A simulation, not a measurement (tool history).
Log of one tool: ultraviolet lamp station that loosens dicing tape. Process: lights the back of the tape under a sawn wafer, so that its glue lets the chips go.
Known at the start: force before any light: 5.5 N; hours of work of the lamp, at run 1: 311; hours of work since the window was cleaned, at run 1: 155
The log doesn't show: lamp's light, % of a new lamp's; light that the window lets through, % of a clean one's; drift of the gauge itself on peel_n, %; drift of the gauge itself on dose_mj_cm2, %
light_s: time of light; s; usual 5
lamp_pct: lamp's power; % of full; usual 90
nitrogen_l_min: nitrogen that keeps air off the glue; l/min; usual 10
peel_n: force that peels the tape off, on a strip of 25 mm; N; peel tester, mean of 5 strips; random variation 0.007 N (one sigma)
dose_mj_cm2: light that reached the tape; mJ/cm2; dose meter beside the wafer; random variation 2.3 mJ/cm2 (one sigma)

run	hour	light_s	lamp_pct	nitrogen_l_min	hours of work of the lamp	hours of work since the window was cleaned	peel_n	dose_mj_cm2
1	0.0	5	90	10	311	155	0.289	194
2	21.2	5	82	10	321	165	0.320	174
3	34.1	5	82	10	327	171	0.306	175
4	50.7	8	90	10	335	179	0.216	307
5	63.7	8	90	10	341	185	0.218	304
6	78.8	8	96	10	348	192	0.211	324
7	92.7	8	96	10	354	198	0.217	323
8	104.3	8	96	10	359	203	0.218	320
9	113.9	8	96	5	364	208	0.250	321
# hour 115.6: window cleaned of glue's vapour
10	132.9	4	93	10	372	8	0.382	150
11	142.4	5	95	9	377	12	0.279	194
12	157.2	4	66	5	384	19	1.054	107
13	175.3	3	82	5	392	28	1.137	98
14	188.4	5	75	10	398	34	0.392	148
# hour 192.0: window cleaned of glue's vapour, once more
15	201.8	5	75	10	404	5	0.350	156
16	218.9	2	88	5	412	12	1.639	76
17	238.7	2	88	5	421	22	1.652	74
18	254.7	2	92	5	428	29	1.598	82

5 ways to go on from here, each from the tool as it stands after run 18. What would each give?
A	277.3	2	79	18	439	39	?	?
B	277.3	2	90	10	439	39	?	?
C	277.3	5	74	10	439	39	?	?
D	277.3	4	65	12	439	39	?	?
E	277.3	4	98	5	439	39	?	?

run	peel_n	dose_mj_cm2
A	1.049	65
B	1.146	75
C	0.352	152
D	0.627	107
E	0.531	162
Without the tool's hidden state the same runs would have given:
run	peel_n	dose_mj_cm2
A	0.764	79
B	0.845	92
C	0.271	187
D	0.451	132
E	0.382	199

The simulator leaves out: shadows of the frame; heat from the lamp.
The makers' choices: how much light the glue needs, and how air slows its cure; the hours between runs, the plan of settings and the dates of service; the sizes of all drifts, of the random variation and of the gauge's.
